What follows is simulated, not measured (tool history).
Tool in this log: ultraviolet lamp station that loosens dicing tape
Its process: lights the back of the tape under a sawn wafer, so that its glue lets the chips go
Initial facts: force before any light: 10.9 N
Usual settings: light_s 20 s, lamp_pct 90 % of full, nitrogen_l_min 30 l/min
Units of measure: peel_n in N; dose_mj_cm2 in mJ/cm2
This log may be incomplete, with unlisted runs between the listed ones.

Run 1, hour 0.0: usual settings. Result: peel_n 1.158 N, dose_mj_cm2 405 mJ/cm2.
Run 2, hour 39.2: usual settings. Result: peel_n 1.215 N, dose_mj_cm2 394 mJ/cm2.
Run 3, hour 86.8: usual settings. Result: peel_n 1.300 N, dose_mj_cm2 388 mJ/cm2.
At hour 154.6: window cleaned of glue's vapour.
Run 4, hour 154.7: usual settings. Result: peel_n 1.144 N, dose_mj_cm2 415 mJ/cm2.
Run 5, hour 200.1: usual settings. Result: peel_n 1.181 N, dose_mj_cm2 399 mJ/cm2.
Run 6, hour 266.5: usual settings. Result: peel_n 1.305 N, dose_mj_cm2 384 mJ/cm2.
Run 7, hour 321.3: usual settings. Result: peel_n 1.378 N, dose_mj_cm2 367 mJ/cm2.
Run 8, hour 390.7: usual settings but lamp_pct 71 % of full. Result: peel_n 2.232 N, dose_mj_cm2 282 mJ/cm2.
Run 9, hour 439.4: usual settings but light_s 33 s, lamp_pct 71 % of full. Result: peel_n 0.943 N, dose_mj_cm2 442 mJ/cm2.
Run 10, hour 472.5: usual settings but light_s 33 s, lamp_pct 71 % of full. Result: peel_n 1.008 N, dose_mj_cm2 436 mJ/cm2.
Run 11, hour 523.5: usual settings but light_s 33 s, lamp_pct 71 % of full. Result: peel_n 1.036 N, dose_mj_cm2 420 mJ/cm2.
Run 12, hour 598.5: usual settings but lamp_pct 84 % of full. Result: peel_n 2.127 N, dose_mj_cm2 284 mJ/cm2.
Run 13, hour 633.0: usual settings but lamp_pct 84 % of full. Result: peel_n 2.221 N, dose_mj_cm2 277 mJ/cm2.
Run 14, hour 669.8: usual settings but lamp_pct 84 % of full. Result: peel_n 2.351 N, dose_mj_cm2 276 mJ/cm2.
At hour 723.9: lamp changed.
Run 15, hour 726.7: usual settings but lamp_pct 84 % of full. Result: peel_n 0.969 N, dose_mj_cm2 442 mJ/cm2.
Run 16, hour 780.6: usual settings but light_s 40 s, lamp_pct 84 % of full. Result: peel_n 0.229 N, dose_mj_cm2 852 mJ/cm2.
Run 17, hour 843.2: usual settings. Result: peel_n 0.926 N, dose_mj_cm2 438 mJ/cm2.
Run 18, hour 892.0: usual settings. Result: peel_n 1.080 N, dose_mj_cm2 426 mJ/cm2.
At hour 953.7: window cleaned of glue's vapour.
Run 19, hour 953.7: usual settings but nitrogen_l_min 20 l/min. Result: peel_n 1.245 N, dose_mj_cm2 455 mJ/cm2.
Run 20, hour 1023.1: usual settings but light_s 35 s, nitrogen_l_min 20 l/min. Result: peel_n 0.391 N, dose_mj_cm2 768 mJ/cm2.
Run 21, hour 1086.9: usual settings but light_s 35 s, nitrogen_l_min 20 l/min. Result: peel_n 0.436 N, dose_mj_cm2 746 mJ/cm2.
Run 22, hour 1130.1: usual settings but light_s 35 s, nitrogen_l_min 20 l/min. Result: peel_n 0.442 N, dose_mj_cm2 724 mJ/cm2.
Run 23, hour 1182.7: usual settings but light_s 10 s, lamp_pct 62 % of full, nitrogen_l_min 48 l/min. Result: peel_n 4.231 N, dose_mj_cm2 138 mJ/cm2.
Run 24, hour 1221.3: usual settings but light_s 37 s, lamp_pct 92 % of full, nitrogen_l_min 48 l/min. Result: peel_n 0.223 N, dose_mj_cm2 755 mJ/cm2.
Run 25, hour 1273.8: usual settings but light_s 15 s, lamp_pct 81 % of full, nitrogen_l_min 19 l/min. Result: peel_n 3.243 N, dose_mj_cm2 259 mJ/cm2.
Run 26, hour 1310.4: usual settings but light_s 23 s, lamp_pct 75 % of full. Result: peel_n 1.476 N, dose_mj_cm2 361 mJ/cm2.
Run 27, hour 1372.5: usual settings but light_s 23 s, lamp_pct 61 % of full, nitrogen_l_min 42 l/min. Result: peel_n 1.880 N, dose_mj_cm2 277 mJ/cm2.
Run 28, hour 1433.7: usual settings but light_s 26 s, lamp_pct 93 % of full, nitrogen_l_min 22 l/min. Result: peel_n 1.161 N, dose_mj_cm2 466 mJ/cm2.
Run 29, hour 1466.0: usual settings but light_s 13 s, lamp_pct 61 % of full, nitrogen_l_min 39 l/min. Result: peel_n 4.306 N, dose_mj_cm2 147 mJ/cm2.
Run 30, hour 1518.6: usual settings but light_s 28 s, lamp_pct 82 % of full, nitrogen_l_min 28 l/min. Result: peel_n 1.165 N, dose_mj_cm2 414 mJ/cm2.
Run 31, hour 1587.5: usual settings but light_s 17 s, lamp_pct 68 % of full, nitrogen_l_min 20 l/min. Result: peel_n 4.021 N, dose_mj_cm2 201 mJ/cm2.
Run 32, hour 1653.4: usual settings but light_s 17 s, lamp_pct 68 % of full, nitrogen_l_min 20 l/min. Result: peel_n 4.324 N, dose_mj_cm2 197 mJ/cm2.
Run 33, hour 1708.5: usual settings but light_s 17 s, lamp_pct 68 % of full, nitrogen_l_min 20 l/min. Result: peel_n 4.502 N, dose_mj_cm2 183 mJ/cm2.
At hour 1748.8: window cleaned of glue's vapour.
Run 34, hour 1753.8: usual settings but light_s 10 s, lamp_pct 80 % of full, nitrogen_l_min 57 l/min. Result: peel_n 4.301 N, dose_mj_cm2 133 mJ/cm2.

Run 35, settings as shown, results not yet in. Your forecast:
Run 35, hour 1799.6: usual settings but light_s 10 s, lamp_pct 80 % of full, nitrogen_l_min 57 l/min. Result: peel_n ?, dose_mj_cm2 ?.

peel_n: 4.286 N
dose_mj_cm2: 128 mJ/cm2
On a tool with no hidden condition, and with the same random variation, this run would have come out at peel_n 2.167 N, dose_mj_cm2 226 mJ/cm2.
